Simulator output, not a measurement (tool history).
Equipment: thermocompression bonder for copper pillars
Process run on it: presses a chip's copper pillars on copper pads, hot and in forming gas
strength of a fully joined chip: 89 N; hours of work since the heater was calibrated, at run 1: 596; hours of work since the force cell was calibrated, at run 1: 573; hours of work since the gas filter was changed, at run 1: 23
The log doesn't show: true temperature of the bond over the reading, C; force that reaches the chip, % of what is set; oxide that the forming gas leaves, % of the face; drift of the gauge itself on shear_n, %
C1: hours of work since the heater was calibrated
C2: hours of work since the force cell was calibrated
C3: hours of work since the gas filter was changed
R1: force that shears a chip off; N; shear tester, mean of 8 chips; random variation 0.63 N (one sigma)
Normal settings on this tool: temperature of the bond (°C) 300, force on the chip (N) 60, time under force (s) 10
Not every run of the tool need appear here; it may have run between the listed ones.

run 1 day=0 | temperature_of_the_bond_(°C)=300 force_on_the_chip_(N)=60 time_under_force_(s)=10 | C1=596 C2=573 C3=23 | R1=50.9
run 2 day=0.933 | temperature_of_the_bond_(°C)=300 force_on_the_chip_(N)=60 time_under_force_(s)=10 | C1=611 C2=588 C3=37 | R1=50.5
run 3 day=1.812 | temperature_of_the_bond_(°C)=300 force_on_the_chip_(N)=60 time_under_force_(s)=10 | C1=625 C2=601 C3=51 | R1=50.7
run 4 day=2.804 | temperature_of_the_bond_(°C)=300 force_on_the_chip_(N)=60 time_under_force_(s)=10 | C1=641 C2=617 C3=67 | R1=49.3
run 5 day=3.888 | temperature_of_the_bond_(°C)=300 force_on_the_chip_(N)=62 time_under_force_(s)=10 | C1=658 C2=634 C3=84 | R1=51.7
run 6 day=4.692 | temperature_of_the_bond_(°C)=300 force_on_the_chip_(N)=62 time_under_force_(s)=10 | C1=670 C2=647 C3=96 | R1=51.8
-- day=5.696 forming gas filter changed
run 7 day=5.696 | temperature_of_the_bond_(°C)=317 force_on_the_chip_(N)=60 time_under_force_(s)=10 | C1=686 C2=662 C3=0 | R1=57.2
run 8 day=6.6 | temperature_of_the_bond_(°C)=317 force_on_the_chip_(N)=60 time_under_force_(s)=10 | C1=700 C2=676 C3=14 | R1=57.6
run 9 day=7.362 | temperature_of_the_bond_(°C)=317 force_on_the_chip_(N)=60 time_under_force_(s)=10 | C1=712 C2=688 C3=26 | R1=58.6
run 10 day=8.462 | temperature_of_the_bond_(°C)=317 force_on_the_chip_(N)=60 time_under_force_(s)=10 | C1=729 C2=706 C3=43 | R1=57.2
run 11 day=8.95 | temperature_of_the_bond_(°C)=300 force_on_the_chip_(N)=60 time_under_force_(s)=10 | C1=737 C2=713 C3=51 | R1=50.5
run 12 day=9.588 | temperature_of_the_bond_(°C)=300 force_on_the_chip_(N)=60 time_under_force_(s)=10 | C1=747 C2=723 C3=61 | R1=51
run 13 day=10.446 | temperature_of_the_bond_(°C)=300 force_on_the_chip_(N)=60 time_under_force_(s)=10 | C1=760 C2=737 C3=75 | R1=50
run 14 day=11.425 | temperature_of_the_bond_(°C)=300 force_on_the_chip_(N)=60 time_under_force_(s)=10 | C1=776 C2=752 C3=90 | R1=50
run 15 day=11.921 | temperature_of_the_bond_(°C)=300 force_on_the_chip_(N)=60 time_under_force_(s)=10 | C1=783 C2=760 C3=98 | R1=50.3
run 16 day=12.521 | temperature_of_the_bond_(°C)=300 force_on_the_chip_(N)=60 time_under_force_(s)=11 | C1=793 C2=769 C3=107 | R1=51.9
-- day=12.85 forming gas filter changed
run 17 day=13.104 | temperature_of_the_bond_(°C)=300 force_on_the_chip_(N)=60 time_under_force_(s)=11 | C1=802 C2=778 C3=4 | R1=53.1
run 18 day=14.196 | temperature_of_the_bond_(°C)=300 force_on_the_chip_(N)=60 time_under_force_(s)=11 | C1=819 C2=795 C3=21 | R1=51.7
run 19 day=14.671 | temperature_of_the_bond_(°C)=300 force_on_the_chip_(N)=60 time_under_force_(s)=10 | C1=826 C2=803 C3=29 | R1=50.9
run 20 day=15.142 | temperature_of_the_bond_(°C)=300 force_on_the_chip_(N)=60 time_under_force_(s)=10 | C1=834 C2=810 C3=36 | R1=51.8
run 21 day=16.05 | temperature_of_the_bond_(°C)=300 force_on_the_chip_(N)=43 time_under_force_(s)=10 | C1=848 C2=824 C3=50 | R1=36.8
run 22 day=16.775 | temperature_of_the_bond_(°C)=316 force_on_the_chip_(N)=69 time_under_force_(s)=10 | C1=859 C2=836 C3=62 | R1=63
run 23 day=17.683 | temperature_of_the_bond_(°C)=316 force_on_the_chip_(N)=69 time_under_force_(s)=10 | C1=874 C2=850 C3=76 | R1=63.3
run 24 day=18.675 | temperature_of_the_bond_(°C)=300 force_on_the_chip_(N)=50 time_under_force_(s)=10 | C1=889 C2=866 C3=92 | R1=42.9
run 25 day=19.562 | temperature_of_the_bond_(°C)=272 force_on_the_chip_(N)=68 time_under_force_(s)=26 | C1=903 C2=880 C3=105 | R1=59.5
-- day=20.058 forming gas filter changed
run 26 day=20.404 | temperature_of_the_bond_(°C)=299 force_on_the_chip_(N)=62 time_under_force_(s)=9 | C1=916 C2=892 C3=5 | R1=49.1
run 27 day=20.904 | temperature_of_the_bond_(°C)=300 force_on_the_chip_(N)=60 time_under_force_(s)=17 | C1=924 C2=900 C3=13 | R1=58.6
run 28 day=21.879 | temperature_of_the_bond_(°C)=324 force_on_the_chip_(N)=76 time_under_force_(s)=18 | C1=939 C2=916 C3=29 | R1=77.2
run 29 day=22.446 | temperature_of_the_bond_(°C)=324 force_on_the_chip_(N)=76 time_under_force_(s)=18 | C1=948 C2=925 C3=38 | R1=78
run 30 day=23.262 | temperature_of_the_bond_(°C)=292 force_on_the_chip_(N)=43 time_under_force_(s)=24 | C1=961 C2=937 C3=50 | R1=46.6
run 31 day=24.092 | temperature_of_the_bond_(°C)=292 force_on_the_chip_(N)=62 time_under_force_(s)=17 | C1=974 C2=950 C3=63 | R1=57.1
run 32 day=25.146 | temperature_of_the_bond_(°C)=300 force_on_the_chip_(N)=60 time_under_force_(s)=19 | C1=991 C2=967 C3=80 | R1=61.1
run 33 day=26.021 | temperature_of_the_bond_(°C)=314 force_on_the_chip_(N)=73 time_under_force_(s)=5 | C1=1004 C2=981 C3=94 | R1=53.8
run 34 day=26.954 | temperature_of_the_bond_(°C)=314 force_on_the_chip_(N)=73 time_under_force_(s)=5 | C1=1019 C2=995 C3=108 | R1=54.2
-- day=27.208 forming gas filter changed
run 35 day=28.058 | temperature_of_the_bond_(°C)=314 force_on_the_chip_(N)=73 time_under_force_(s)=5 | C1=1036 C2=1012 C3=13 | R1=54.1
run 36 day=29.175 | temperature_of_the_bond_(°C)=314 force_on_the_chip_(N)=50 time_under_force_(s)=8 | C1=1053 C2=1030 C3=31 | R1=45.2
run 37 day=29.746 | temperature_of_the_bond_(°C)=314 force_on_the_chip_(N)=50 time_under_force_(s)=8 | C1=1062 C2=1039 C3=40 | R1=45.2
run 38 day=30.346 | temperature_of_the_bond_(°C)=314 force_on_the_chip_(N)=50 time_under_force_(s)=8 | C1=1072 C2=1048 C3=49 | R1=44.4
-- day=30.988 heater calibrated with a thermocouple chip
run 39 day=31.429 | temperature_of_the_bond_(°C)=299 force_on_the_chip_(N)=57 time_under_force_(s)=17 | C1=7 C2=1064 C3=65 | R1=57.7
run 40 day=32.088 | temperature_of_the_bond_(°C)=295 force_on_the_chip_(N)=80 time_under_force_(s)=17 | C1=17 C2=1074 C3=75 | R1=70.6
run 41 day=33.092 | temperature_of_the_bond_(°C)=295 force_on_the_chip_(N)=80 time_under_force_(s)=17 | C1=33 C2=1090 C3=91 | R1=69.6

3 options for the next run, each taken on its own from the tool as it stands now. Forecast them:
run A day=33.671 | temperature_of_the_bond_(°C)=320 force_on_the_chip_(N)=60 time_under_force_(s)=5 | C1=42 C2=1099 C3=100 | R1=?
run B day=33.671 | temperature_of_the_bond_(°C)=300 force_on_the_chip_(N)=60 time_under_force_(s)=25 | C1=42 C2=1099 C3=100 | R1=?
run C day=33.671 | temperature_of_the_bond_(°C)=278 force_on_the_chip_(N)=40 time_under_force_(s)=24 | C1=42 C2=1099 C3=100 | R1=?

run=A R1=47.2
run=B R1=65.5
run=C R1=38.3
Take away the tool's hidden state, keep each run's random variation, and the runs would have read:
run=A R1=47.4
run=B R1=65.7
run=C R1=38.4
